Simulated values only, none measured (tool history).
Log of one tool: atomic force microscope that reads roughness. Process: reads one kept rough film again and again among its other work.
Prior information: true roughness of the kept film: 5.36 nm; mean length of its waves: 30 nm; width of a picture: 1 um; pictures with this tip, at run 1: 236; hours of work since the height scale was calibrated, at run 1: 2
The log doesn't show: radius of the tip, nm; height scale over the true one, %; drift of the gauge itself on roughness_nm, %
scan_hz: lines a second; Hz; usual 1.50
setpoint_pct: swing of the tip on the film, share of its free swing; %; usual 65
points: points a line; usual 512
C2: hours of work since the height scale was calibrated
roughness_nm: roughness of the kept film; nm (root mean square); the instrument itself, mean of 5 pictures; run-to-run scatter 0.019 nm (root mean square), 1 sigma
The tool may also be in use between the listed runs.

run 1 day=0.000 | scan_hz=1.50 setpoint_pct=65 points=512 | pictures_with_this_tip=236 C2=2 | roughness_nm=4.609
run 2 day=0.392 | scan_hz=0.74 setpoint_pct=65 points=512 | pictures_with_this_tip=250 C2=8 | roughness_nm=4.663
-- day=0.621 new tip fitted
run 3 day=0.675 | scan_hz=0.74 setpoint_pct=65 points=512 | pictures_with_this_tip=2 C2=11 | roughness_nm=4.691
run 4 day=0.908 | scan_hz=0.74 setpoint_pct=65 points=512 | pictures_with_this_tip=10 C2=14 | roughness_nm=4.672
run 5 day=1.150 | scan_hz=1.50 setpoint_pct=65 points=420 | pictures_with_this_tip=19 C2=18 | roughness_nm=4.601
run 6 day=1.554 | scan_hz=0.61 setpoint_pct=65 points=420 | pictures_with_this_tip=34 C2=23 | roughness_nm=4.714
run 7 day=1.875 | scan_hz=0.61 setpoint_pct=65 points=420 | pictures_with_this_tip=46 C2=28 | roughness_nm=4.694
run 8 day=2.162 | scan_hz=0.61 setpoint_pct=65 points=420 | pictures_with_this_tip=56 C2=32 | roughness_nm=4.679
run 9 day=2.446 | scan_hz=1.50 setpoint_pct=77 points=594 | pictures_with_this_tip=67 C2=35 | roughness_nm=4.471
run 10 day=2.750 | scan_hz=1.50 setpoint_pct=77 points=594 | pictures_with_this_tip=78 C2=40 | roughness_nm=4.469
run 11 day=3.142 | scan_hz=2.58 setpoint_pct=77 points=594 | pictures_with_this_tip=92 C2=45 | roughness_nm=4.272
run 12 day=3.471 | scan_hz=1.93 setpoint_pct=74 points=594 | pictures_with_this_tip=104 C2=49 | roughness_nm=4.456
run 13 day=3.667 | scan_hz=1.93 setpoint_pct=74 points=594 | pictures_with_this_tip=112 C2=52 | roughness_nm=4.447
run 14 day=3.983 | scan_hz=1.50 setpoint_pct=88 points=492 | pictures_with_this_tip=123 C2=56 | roughness_nm=4.267
run 15 day=4.346 | scan_hz=1.50 setpoint_pct=88 points=492 | pictures_with_this_tip=136 C2=61 | roughness_nm=4.280
run 16 day=4.729 | scan_hz=1.50 setpoint_pct=88 points=492 | pictures_with_this_tip=151 C2=67 | roughness_nm=4.296

Entry by entry between the runs, the difference in hidden state between the last listed run before and the first listed run after:
Run 2 -> run 3: new tip fitted (day 0.621)
  radius of the tip, nm: 5.2 -> 5
